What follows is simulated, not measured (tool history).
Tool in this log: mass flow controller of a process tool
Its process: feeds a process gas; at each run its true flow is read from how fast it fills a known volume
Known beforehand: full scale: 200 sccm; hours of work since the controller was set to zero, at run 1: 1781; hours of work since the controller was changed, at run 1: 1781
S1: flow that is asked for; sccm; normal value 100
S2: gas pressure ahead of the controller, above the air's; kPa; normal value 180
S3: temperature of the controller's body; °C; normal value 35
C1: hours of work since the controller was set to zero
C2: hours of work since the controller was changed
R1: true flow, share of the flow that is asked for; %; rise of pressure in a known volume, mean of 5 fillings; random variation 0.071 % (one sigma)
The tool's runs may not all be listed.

run	hour	S1	S2	S3	C1	C2	R1
1	0	100	180	35	1781	1781	99.6
2	42.2	100	180	35	1797	1797	99.69
3	73.7	100	180	35	1809	1809	99.78
4	110.8	100	180	35	1823	1823	99.65
5	185	100	180	35	1851	1851	99.87
6	260.1	100	180	31	1880	1880	99.33
7	332	100	180	35	1907	1907	99.72
8	403.3	168	180	35	1934	1934	101.14
9	440.8	168	180	35	1948	1948	101.23
10	484.6	100	180	35	1965	1965	99.83
11	523	100	180	35	1980	1980	99.77
12	598.2	100	180	35	2008	2008	99.78
13	631	100	180	35	2021	2021	99.79
14	681.1	100	180	35	2040	2040	99.72
15	723.5	76	180	35	2056	2056	99.04
16	789.2	100	180	35	2081	2081	99.68
17	835.3	100	180	35	2098	2098	99.7
18	883.6	100	180	26	2117	2117	98.81
19	944.3	100	180	26	2140	2140	98.74
20	1000.8	100	180	26	2161	2161	98.63
21	1074.7	100	180	26	2190	2190	98.81
22	1114.6	100	180	26	2205	2205	98.92
23	1151.5	23	152	23	2219	2219	93.84
24	1189.5	78	183	21	2233	2233	97.66
# hour 1195.6: controller's zero set anew
25	1233.1	25	270	26	14	2250	92.51
26	1269	25	270	26	28	2263	92.56
27	1308.1	57	270	25	43	2278	96.58
28	1339.8	57	270	25	55	2290	96.64
# hour 1387.5: controller's zero set anew, once more
29	1410.6	100	172	31	9	2317	100.22
30	1445.8	62	148	27	22	2330	99.04
31	1499.8	39	240	39	43	2351	100.33
32	1535.6	73	243	39	56	2365	100.94
33	1594.5	120	163	28	79	2387	100.33
34	1636.1	126	163	28	95	2403	100.31
35	1677.2	100	219	35	110	2419	101.03
36	1710.9	136	274	29	123	2431	101.1
37	1766.5	100	158	35	144	2453	100.63
38	1820.8	72	259	30	165	2473	100.17

Branching from run 38: 3 alternative next runs. What would each branch give?
A	1896.7	64	176	39	194	2502	?
B	1896.7	100	180	27	194	2502	?
C	1896.7	27	232	30	194	2502	?

run	R1
A	100.45
B	100.09
C	98.9
Take away the tool's hidden state, keep each run's random variation, and the runs would have read:
run	R1
A	99.14
B	98.7
C	97.88
